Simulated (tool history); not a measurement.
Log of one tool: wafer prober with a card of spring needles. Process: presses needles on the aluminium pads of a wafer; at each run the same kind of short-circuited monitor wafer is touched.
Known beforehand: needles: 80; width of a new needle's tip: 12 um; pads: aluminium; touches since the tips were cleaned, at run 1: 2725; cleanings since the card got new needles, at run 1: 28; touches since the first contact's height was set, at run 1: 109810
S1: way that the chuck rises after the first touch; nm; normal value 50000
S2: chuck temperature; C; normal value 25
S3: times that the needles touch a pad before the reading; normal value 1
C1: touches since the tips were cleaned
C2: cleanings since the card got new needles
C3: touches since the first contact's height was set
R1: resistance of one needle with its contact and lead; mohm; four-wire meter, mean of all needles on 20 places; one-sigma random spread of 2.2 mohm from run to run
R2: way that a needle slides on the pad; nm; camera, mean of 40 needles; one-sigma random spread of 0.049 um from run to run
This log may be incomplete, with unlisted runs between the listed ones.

run	hour	S1	S2	S3	C1	C2	C3	R1	R2
1	0.0	50000	25	1	2725	28	109810	247	10890
# hour 2.2: tips cleaned on abrasive film
# hour 12.6: tips cleaned on abrasive film
# hour 20.9: tips cleaned on abrasive film
# hour 31.4: tips cleaned on abrasive film
2	32.0	50000	25	1	260	32	121908	246	10880
# hour 40.4: tips cleaned on abrasive film
# hour 50.8: tips cleaned on abrasive film
# hour 61.0: tips cleaned on abrasive film
3	61.6	50000	25	1	212	35	133095	250	10850
# hour 69.9: tips cleaned on abrasive film
# hour 78.3: tips cleaned on abrasive film
# hour 88.3: tips cleaned on abrasive film
4	88.3	50000	25	1	0	38	143199	243	10840
# hour 96.7: tips cleaned on abrasive film
# hour 107.0: tips cleaned on abrasive film
# hour 117.4: tips cleaned on abrasive film
5	122.8	50000	25	1	2068	41	156275	247	10910
# hour 127.0: tips cleaned on abrasive film
# hour 137.5: tips cleaned on abrasive film
# hour 147.9: tips cleaned on abrasive film
# hour 158.3: tips cleaned on abrasive film
# hour 168.3: tips cleaned on abrasive film
6	168.3	30000	25	1	0	46	173494	257	6540
# hour 178.8: tips cleaned on abrasive film
# hour 188.9: tips cleaned on abrasive film
# hour 199.3: tips cleaned on abrasive film
7	205.0	48000	25	1	2171	49	187391	247	10460
# hour 209.2: tips cleaned on abrasive film
# hour 219.6: tips cleaned on abrasive film
# hour 228.0: tips cleaned on abrasive film
# hour 238.4: tips cleaned on abrasive film
8	241.2	43000	25	1	1067	53	201087	249	9400
# hour 247.5: tips cleaned on abrasive film
# hour 257.9: tips cleaned on abrasive film
# hour 268.1: tips cleaned on abrasive film
# hour 278.4: tips cleaned on abrasive film
9	283.0	50000	25	1	1760	57	216901	246	10970
# hour 285.1: height of the first contact set anew
# hour 287.3: tips cleaned on abrasive film
# hour 297.5: tips cleaned on abrasive film
# hour 307.9: tips cleaned on abrasive film
# hour 318.3: tips cleaned on abrasive film
10	325.6	50000	84	1	2799	61	15321	264	11050
# hour 327.7: tips cleaned on abrasive film
# hour 338.2: tips cleaned on abrasive film
# hour 348.4: tips cleaned on abrasive film
# hour 358.8: tips cleaned on abrasive film
# hour 369.2: tips cleaned on abrasive film
11	371.2	50000	84	1	762	66	32572	265	10970
# hour 379.3: tips cleaned on abrasive film
# hour 389.7: tips cleaned on abrasive film
12	391.7	50000	25	1	752	68	40317	247	10940
# hour 400.0: tips cleaned on abrasive film
# hour 410.3: tips cleaned on abrasive film
13	417.6	50000	25	1	2785	70	50173	249	10930
# hour 419.8: tips cleaned on abrasive film
# hour 430.0: tips cleaned on abrasive film
# hour 440.5: tips cleaned on abrasive film
# hour 450.0: tips cleaned on abrasive film
14	450.0	50000	25	1	0	74	62390	242	10960
# hour 458.3: tips cleaned on abrasive film
# hour 468.8: tips cleaned on abrasive film
15	471.0	32000	30	2	867	76	70362	255	7050
# hour 477.3: tips cleaned on abrasive film
# hour 487.7: tips cleaned on abrasive film
# hour 498.2: tips cleaned on abrasive film
# hour 508.6: tips cleaned on abrasive film
16	512.2	41000	67	3	1373	80	85943	262	9090
# hour 518.3: tips cleaned on abrasive film
# hour 528.6: tips cleaned on abrasive film
# hour 539.0: tips cleaned on abrasive film
# hour 549.3: tips cleaned on abrasive film
17	549.3	37000	33	1	0	84	99987	253	8180
# hour 559.7: tips cleaned on abrasive film
# hour 570.1: tips cleaned on abrasive film
# hour 580.6: tips cleaned on abrasive film
# hour 589.2: tips cleaned on abrasive film
18	589.2	56000	33	1	0	88	115097	250	12270
# hour 597.6: tips cleaned on abrasive film
# hour 607.9: tips cleaned on abrasive film
# hour 618.2: tips cleaned on abrasive film
# hour 628.1: tips cleaned on abrasive film
19	628.1	40000	107	3	0	92	129807	276	8920

Run 20 comes next. What will it give?
# hour 638.3: tips cleaned on abrasive film
# hour 648.7: tips cleaned on abrasive film
# hour 657.3: tips cleaned on abrasive film
20	657.3	40000	26	2	0	95	140858	?	?

Run 20 came out at R1 248 mohm, R2 8900 nm.
On a tool with no hidden condition, and with the same random variation, this run would have come out at R1 248 mohm, R2 8740 nm.

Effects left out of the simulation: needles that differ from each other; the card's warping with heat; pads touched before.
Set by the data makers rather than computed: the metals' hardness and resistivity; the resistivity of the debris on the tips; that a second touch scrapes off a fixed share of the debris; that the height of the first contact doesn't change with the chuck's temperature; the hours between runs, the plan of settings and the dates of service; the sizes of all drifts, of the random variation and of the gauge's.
